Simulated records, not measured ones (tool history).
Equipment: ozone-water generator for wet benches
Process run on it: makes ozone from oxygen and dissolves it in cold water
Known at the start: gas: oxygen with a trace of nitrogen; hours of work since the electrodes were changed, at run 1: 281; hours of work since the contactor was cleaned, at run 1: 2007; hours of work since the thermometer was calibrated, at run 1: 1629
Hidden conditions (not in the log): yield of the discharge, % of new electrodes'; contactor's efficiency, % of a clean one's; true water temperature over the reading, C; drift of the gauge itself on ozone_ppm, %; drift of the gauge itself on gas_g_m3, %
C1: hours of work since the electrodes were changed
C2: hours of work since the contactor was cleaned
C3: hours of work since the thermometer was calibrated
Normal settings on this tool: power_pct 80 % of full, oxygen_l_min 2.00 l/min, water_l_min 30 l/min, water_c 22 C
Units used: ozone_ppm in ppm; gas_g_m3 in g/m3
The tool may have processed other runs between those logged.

Run 1, hour 0.0: usual settings; C1 281; C2 2007; C3 1629. Result: ozone_ppm 6.56 ppm, gas_g_m3 200.8 g/m3.
Run 2, hour 52.2: usual settings but water_c 16 C; C1 328; C2 2053; C3 1676. Result: ozone_ppm 6.76 ppm, gas_g_m3 200.7 g/m3.
Run 3, hour 154.5: usual settings but water_c 16 C; C1 420; C2 2145; C3 1767. Result: ozone_ppm 6.71 ppm, gas_g_m3 200.1 g/m3.
Run 4, hour 204.3: usual settings; C1 464; C2 2190; C3 1812. Result: ozone_ppm 6.51 ppm, gas_g_m3 199.8 g/m3.
Run 5, hour 311.7: usual settings; C1 560; C2 2286; C3 1908. Result: ozone_ppm 6.68 ppm, gas_g_m3 198.5 g/m3.
Run 6, hour 411.4: usual settings; C1 650; C2 2375; C3 1997. Result: ozone_ppm 6.52 ppm, gas_g_m3 196.4 g/m3.
Run 7, hour 520.3: usual settings; C1 747; C2 2473; C3 2095. Result: ozone_ppm 6.60 ppm, gas_g_m3 197.6 g/m3.
Run 8, hour 566.1: usual settings; C1 788; C2 2514; C3 2136. Result: ozone_ppm 6.48 ppm, gas_g_m3 198.7 g/m3.
Run 9, hour 629.5: usual settings but water_c 21 C; C1 845; C2 2570; C3 2193. Result: ozone_ppm 6.59 ppm, gas_g_m3 194.9 g/m3.
Run 10, hour 692.5: usual settings but water_c 21 C; C1 901; C2 2627; C3 2249. Result: ozone_ppm 6.47 ppm, gas_g_m3 196.0 g/m3.
Run 11, hour 761.5: usual settings but water_c 21 C; C1 963; C2 2689; C3 2311. Result: ozone_ppm 6.63 ppm, gas_g_m3 196.6 g/m3.
Run 12, hour 864.2: usual settings but water_l_min 38 l/min, water_c 21 C; C1 1055; C2 2780; C3 2403. Result: ozone_ppm 4.96 ppm, gas_g_m3 196.2 g/m3.
At hour 942.8: gauge calibrated.
Run 13, hour 961.2: usual settings but water_l_min 38 l/min, water_c 21 C; C1 1142; C2 2867; C3 2490. Result: ozone_ppm 4.92 ppm, gas_g_m3 200.4 g/m3.
Run 14, hour 1039.2: usual settings but power_pct 59 % of full, water_l_min 38 l/min, water_c 21 C; C1 1212; C2 2937; C3 2559. Result: ozone_ppm 3.80 ppm, gas_g_m3 153.1 g/m3.
Run 15, hour 1091.9: usual settings but power_pct 59 % of full, water_l_min 38 l/min, water_c 21 C; C1 1259; C2 2984; C3 2607. Result: ozone_ppm 3.75 ppm, gas_g_m3 151.4 g/m3.
Run 16, hour 1182.1: usual settings but power_pct 59 % of full, oxygen_l_min 1.96 l/min, water_l_min 38 l/min, water_c 21 C; C1 1340; C2 3065; C3 2687. Result: ozone_ppm 3.76 ppm, gas_g_m3 153.8 g/m3.
At hour 1190.4: water thermometer calibrated.
Run 17, hour 1239.5: usual settings but power_pct 59 % of full, oxygen_l_min 1.96 l/min, water_l_min 38 l/min, water_c 21 C; C1 1391; C2 3116; C3 44. Result: ozone_ppm 3.80 ppm, gas_g_m3 153.9 g/m3.
Run 18, hour 1315.2: usual settings but power_pct 59 % of full, oxygen_l_min 1.96 l/min, water_l_min 38 l/min, water_c 21 C; C1 1458; C2 3184; C3 112. Result: ozone_ppm 3.77 ppm, gas_g_m3 153.5 g/m3.
Run 19, hour 1370.1: usual settings but power_pct 61 % of full, oxygen_l_min 1.93 l/min, water_l_min 39 l/min, water_c 14 C; C1 1508; C2 3233; C3 161. Result: ozone_ppm 3.96 ppm, gas_g_m3 158.5 g/m3.
Run 20, hour 1426.4: usual settings but power_pct 77 % of full, oxygen_l_min 1.93 l/min, water_l_min 29 l/min, water_c 14 C; C1 1558; C2 3283; C3 211. Result: ozone_ppm 6.82 ppm, gas_g_m3 193.2 g/m3.
Run 21, hour 1500.1: usual settings but power_pct 77 % of full, oxygen_l_min 1.93 l/min, water_l_min 29 l/min, water_c 14 C; C1 1624; C2 3349; C3 277. Result: ozone_ppm 6.66 ppm, gas_g_m3 194.2 g/m3.
Run 22, hour 1608.6: usual settings but oxygen_l_min 1.35 l/min, water_c 26 C; C1 1721; C2 3447; C3 374. Result: ozone_ppm 5.61 ppm, gas_g_m3 244.5 g/m3.
Run 23, hour 1675.6: usual settings but oxygen_l_min 3.03 l/min, water_l_min 18 l/min, water_c 27 C; C1 1781; C2 3507; C3 434. Result: ozone_ppm 11.16 ppm, gas_g_m3 156.1 g/m3.
Run 24, hour 1735.2: usual settings but power_pct 71 % of full, oxygen_l_min 1.67 l/min; C1 1834; C2 3560; C3 488. Result: ozone_ppm 5.46 ppm, gas_g_m3 193.6 g/m3.
Run 25, hour 1817.5: usual settings but power_pct 84 % of full, water_l_min 27 l/min; C1 1908; C2 3634; C3 561. Result: ozone_ppm 7.71 ppm, gas_g_m3 204.2 g/m3.
Run 26, hour 1881.3: usual settings but power_pct 74 % of full; C1 1965; C2 3691; C3 619. Result: ozone_ppm 6.10 ppm, gas_g_m3 181.0 g/m3.
Run 27, hour 1942.8: usual settings but power_pct 61 % of full, oxygen_l_min 3.41 l/min, water_l_min 40 l/min, water_c 14 C; C1 2020; C2 3746; C3 674. Result: ozone_ppm 4.41 ppm, gas_g_m3 114.4 g/m3.
Run 28, hour 2052.5: usual settings but power_pct 61 % of full, oxygen_l_min 3.41 l/min, water_l_min 40 l/min, water_c 25 C; C1 2119; C2 3844; C3 772. Result: ozone_ppm 4.18 ppm, gas_g_m3 115.6 g/m3.
Run 29, hour 2147.4: usual settings but power_pct 61 % of full, oxygen_l_min 3.41 l/min, water_l_min 40 l/min, water_c 25 C; C1 2204; C2 3929; C3 857. Result: ozone_ppm 4.19 ppm, gas_g_m3 115.4 g/m3.
Run 30, hour 2257.7: usual settings but power_pct 78 % of full; C1 2302; C2 4028; C3 956. Result: ozone_ppm 6.41 ppm, gas_g_m3 187.2 g/m3.
Run 31, hour 2310.6: usual settings but oxygen_l_min 1.63 l/min, water_l_min 26 l/min, water_c 16 C; C1 2350; C2 4075; C3 1003. Result: ozone_ppm 7.58 ppm, gas_g_m3 215.3 g/m3.
Run 32, hour 2367.4: usual settings but oxygen_l_min 1.63 l/min, water_l_min 25 l/min, water_c 15 C; C1 2401; C2 4126; C3 1054. Result: ozone_ppm 7.93 ppm, gas_g_m3 214.4 g/m3.
Run 33, hour 2438.2: usual settings but power_pct 50 % of full; C1 2464; C2 4189; C3 1117. Result: ozone_ppm 4.46 ppm, gas_g_m3 127.6 g/m3.

Take each entry between the runs: how does the hidden state at the last listed run before it differ from the hidden state at the first listed run after it?
After run 12, before run 13: gauge calibrated (hour 942.8)
  drift of the gauge itself on gas_g_m3, %: -2.69 -> -0.06
  what was measured, less what the result would be without the hidden state, gas_g_m3: -5.5 -> -0.2 g/m3
After run 16, before run 17: water thermometer calibrated (hour 1190.4)
  drift of the gauge itself on gas_g_m3, %: -0.74 -> -0.92
  what was measured, less what the result would be without the hidden state, gas_g_m3: -1.2 -> -1.5 g/m3
